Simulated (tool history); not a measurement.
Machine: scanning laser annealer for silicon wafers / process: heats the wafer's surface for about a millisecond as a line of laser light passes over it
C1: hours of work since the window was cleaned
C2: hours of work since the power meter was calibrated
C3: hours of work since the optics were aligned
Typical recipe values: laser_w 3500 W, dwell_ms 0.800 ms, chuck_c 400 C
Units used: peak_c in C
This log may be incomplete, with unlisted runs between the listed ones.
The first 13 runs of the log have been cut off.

{"run": 14, "day": 13.146, "laser_w": 3020, "dwell_ms": 0.942, "chuck_c": 420, "C1": 76, "C2": 640, "C3": 312, "peak_c": 1134}
{"run": 15, "day": 14.633, "laser_w": 3849, "dwell_ms": 0.8, "chuck_c": 400, "C1": 93, "C2": 657, "C3": 329, "peak_c": 1261}
{"run": 16, "day": 15.362, "laser_w": 3849, "dwell_ms": 0.8, "chuck_c": 400, "C1": 101, "C2": 665, "C3": 338, "peak_c": 1260}
{"run": 17, "day": 16.362, "laser_w": 3849, "dwell_ms": 0.8, "chuck_c": 400, "C1": 113, "C2": 677, "C3": 349, "peak_c": 1260}
{"run": 18, "day": 17.029, "laser_w": 3132, "dwell_ms": 0.642, "chuck_c": 404, "C1": 121, "C2": 685, "C3": 357, "peak_c": 997}
{"run": 19, "day": 18.354, "laser_w": 3132, "dwell_ms": 0.642, "chuck_c": 404, "C1": 136, "C2": 700, "C3": 373, "peak_c": 992}
{"run": 20, "day": 19.754, "laser_w": 3190, "dwell_ms": 0.642, "chuck_c": 404, "C1": 152, "C2": 716, "C3": 389, "peak_c": 1007}
{"run": 21, "day": 21.279, "laser_w": 3190, "dwell_ms": 0.642, "chuck_c": 404, "C1": 170, "C2": 734, "C3": 407, "peak_c": 1001}
{"run": 22, "day": 21.938, "laser_w": 3334, "dwell_ms": 0.784, "chuck_c": 400, "C1": 178, "C2": 742, "C3": 414, "peak_c": 1105}
{"run": 23, "day": 23.271, "laser_w": 3334, "dwell_ms": 0.784, "chuck_c": 400, "C1": 193, "C2": 757, "C3": 430, "peak_c": 1104}
{"run": 24, "day": 24.712, "laser_w": 3743, "dwell_ms": 0.58, "chuck_c": 400, "C1": 210, "C2": 774, "C3": 446, "peak_c": 1073}
{"run": 25, "day": 26.025, "laser_w": 3841, "dwell_ms": 0.777, "chuck_c": 395, "C1": 225, "C2": 789, "C3": 462, "peak_c": 1216}
{"run": 26, "day": 26.962, "laser_w": 3841, "dwell_ms": 0.777, "chuck_c": 395, "C1": 236, "C2": 800, "C3": 473, "peak_c": 1213}
{"run": 27, "day": 28.479, "laser_w": 3841, "dwell_ms": 0.777, "chuck_c": 395, "C1": 254, "C2": 818, "C3": 490, "peak_c": 1213}
{"run": 28, "day": 29.567, "laser_w": 3202, "dwell_ms": 0.691, "chuck_c": 404, "C1": 266, "C2": 830, "C3": 503, "peak_c": 1017}
{"run": 29, "day": 30.875, "laser_w": 3202, "dwell_ms": 0.691, "chuck_c": 404, "C1": 282, "C2": 845, "C3": 518, "peak_c": 1017}
{"run": 30, "day": 32.308, "laser_w": 3500, "dwell_ms": 0.69, "chuck_c": 363, "C1": 298, "C2": 862, "C3": 535, "peak_c": 1042}

5 ways to go on from here, each from the tool as it stands after run 30. What would each give?
{"run": "A", "day": 33.692, "laser_w": 3681, "dwell_ms": 0.939, "chuck_c": 361, "C1": 314, "C2": 878, "C3": 551, "peak_c": "?"}
{"run": "B", "day": 33.692, "laser_w": 3500, "dwell_ms": 0.678, "chuck_c": 363, "C1": 314, "C2": 878, "C3": 551, "peak_c": "?"}
{"run": "C", "day": 33.692, "laser_w": 3500, "dwell_ms": 0.602, "chuck_c": 400, "C1": 314, "C2": 878, "C3": 551, "peak_c": "?"}
{"run": "D", "day": 33.692, "laser_w": 3102, "dwell_ms": 0.587, "chuck_c": 428, "C1": 314, "C2": 878, "C3": 551, "peak_c": "?"}
{"run": "E", "day": 33.692, "laser_w": 3236, "dwell_ms": 0.815, "chuck_c": 426, "C1": 314, "C2": 878, "C3": 551, "peak_c": "?"}

run=A peak_c=1214
run=B peak_c=1035
run=C peak_c=1024
run=D peak_c=961
run=E peak_c=1104
Take away the tool's hidden state, keep each run's random variation, and the runs would have read:
run=A peak_c=1283
run=B peak_c=1089
run=C peak_c=1075
run=D peak_c=1004
run=E peak_c=1159

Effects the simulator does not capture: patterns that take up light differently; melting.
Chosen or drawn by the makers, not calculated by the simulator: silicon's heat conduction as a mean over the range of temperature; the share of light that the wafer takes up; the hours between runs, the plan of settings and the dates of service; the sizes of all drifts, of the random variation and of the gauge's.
